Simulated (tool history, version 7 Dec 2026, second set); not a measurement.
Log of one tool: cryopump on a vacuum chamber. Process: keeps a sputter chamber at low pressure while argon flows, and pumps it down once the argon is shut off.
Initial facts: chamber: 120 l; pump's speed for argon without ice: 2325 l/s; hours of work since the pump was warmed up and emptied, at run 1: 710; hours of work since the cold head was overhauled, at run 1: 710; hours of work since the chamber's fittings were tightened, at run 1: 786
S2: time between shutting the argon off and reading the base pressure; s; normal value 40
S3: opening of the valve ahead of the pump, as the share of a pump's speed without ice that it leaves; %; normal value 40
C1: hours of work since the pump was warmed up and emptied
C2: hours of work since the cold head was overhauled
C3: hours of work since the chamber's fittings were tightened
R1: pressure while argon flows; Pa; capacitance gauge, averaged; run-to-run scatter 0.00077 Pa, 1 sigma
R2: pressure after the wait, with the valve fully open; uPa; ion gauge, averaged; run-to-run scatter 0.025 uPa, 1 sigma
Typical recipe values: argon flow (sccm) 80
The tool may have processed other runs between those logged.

{"run": 1, "hour": 0.0, "argon flow (sccm)": 80, "S2": 40, "S3": 40, "C1": 710, "C2": 710, "C3": 786, "R1": 0.1547, "R2": 1.22}
{"run": 2, "hour": 28.7, "argon flow (sccm)": 80, "S2": 40, "S3": 40, "C1": 728, "C2": 728, "C3": 805, "R1": 0.1562, "R2": 1.25}
{"run": 3, "hour": 45.4, "argon flow (sccm)": 80, "S2": 40, "S3": 40, "C1": 739, "C2": 739, "C3": 816, "R1": 0.1556, "R2": 1.23}
{"run": 4, "hour": 62.5, "argon flow (sccm)": 80, "S2": 40, "S3": 40, "C1": 751, "C2": 751, "C3": 827, "R1": 0.1553, "R2": 1.2}
{"run": 5, "hour": 80.7, "argon flow (sccm)": 80, "S2": 40, "S3": 40, "C1": 763, "C2": 763, "C3": 839, "R1": 0.156, "R2": 1.27}
{"run": 6, "hour": 94.8, "argon flow (sccm)": 80, "S2": 40, "S3": 40, "C1": 772, "C2": 772, "C3": 848, "R1": 0.1563, "R2": 1.24}
{"run": 7, "hour": 109.0, "argon flow (sccm)": 80, "S2": 40, "S3": 40, "C1": 781, "C2": 781, "C3": 858, "R1": 0.1565, "R2": 1.25}
{"run": 8, "hour": 121.3, "argon flow (sccm)": 34, "S2": 69, "S3": 19, "C1": 789, "C2": 789, "C3": 866, "R1": 0.1344, "R2": 0.85}
{"run": 9, "hour": 148.6, "argon flow (sccm)": 34, "S2": 69, "S3": 19, "C1": 807, "C2": 807, "C3": 884, "R1": 0.135, "R2": 0.85}
{"run": 10, "hour": 162.1, "argon flow (sccm)": 90, "S2": 234, "S3": 38, "C1": 816, "C2": 816, "C3": 893, "R1": 0.1851, "R2": 0.5}
{"run": 11, "hour": 190.8, "argon flow (sccm)": 36, "S2": 24, "S3": 52, "C1": 835, "C2": 835, "C3": 911, "R1": 0.057, "R2": 1.96}
{"run": 12, "hour": 207.4, "argon flow (sccm)": 36, "S2": 24, "S3": 45, "C1": 846, "C2": 846, "C3": 922, "R1": 0.0629, "R2": 1.91}
{"run": 13, "hour": 233.1, "argon flow (sccm)": 80, "S2": 32, "S3": 30, "C1": 863, "C2": 863, "C3": 939, "R1": 0.2066, "R2": 1.49}

Alternative continuations, all from the tool just after run 13; predict every row:
{"run": "A", "hour": 256.7, "argon flow (sccm)": 80, "S2": 40, "S3": 50, "C1": 878, "C2": 878, "C3": 955, "R1": "?", "R2": "?"}
{"run": "B", "hour": 256.7, "argon flow (sccm)": 112, "S2": 26, "S3": 30, "C1": 878, "C2": 878, "C3": 955, "R1": "?", "R2": "?"}
{"run": "C", "hour": 256.7, "argon flow (sccm)": 156, "S2": 80, "S3": 29, "C1": 878, "C2": 878, "C3": 955, "R1": "?", "R2": "?"}
{"run": "D", "hour": 256.7, "argon flow (sccm)": 80, "S2": 32, "S3": 25, "C1": 878, "C2": 878, "C3": 955, "R1": "?", "R2": "?"}
{"run": "E", "hour": 256.7, "argon flow (sccm)": 92, "S2": 88, "S3": 50, "C1": 878, "C2": 878, "C3": 955, "R1": "?", "R2": "?"}

run=A R1=0.1289 R2=1.30
run=B R1=0.2896 R2=1.76
run=C R1=0.4191 R2=0.83
run=D R1=0.2446 R2=1.53
run=E R1=0.1483 R2=0.81
What these runs would have given with no unlogged condition in the tool:
run=A R1=0.1160 R2=1.06
run=B R1=0.2716 R2=1.51
run=C R1=0.3939 R2=0.58
run=D R1=0.2317 R2=1.28
run=E R1=0.1335 R2=0.56
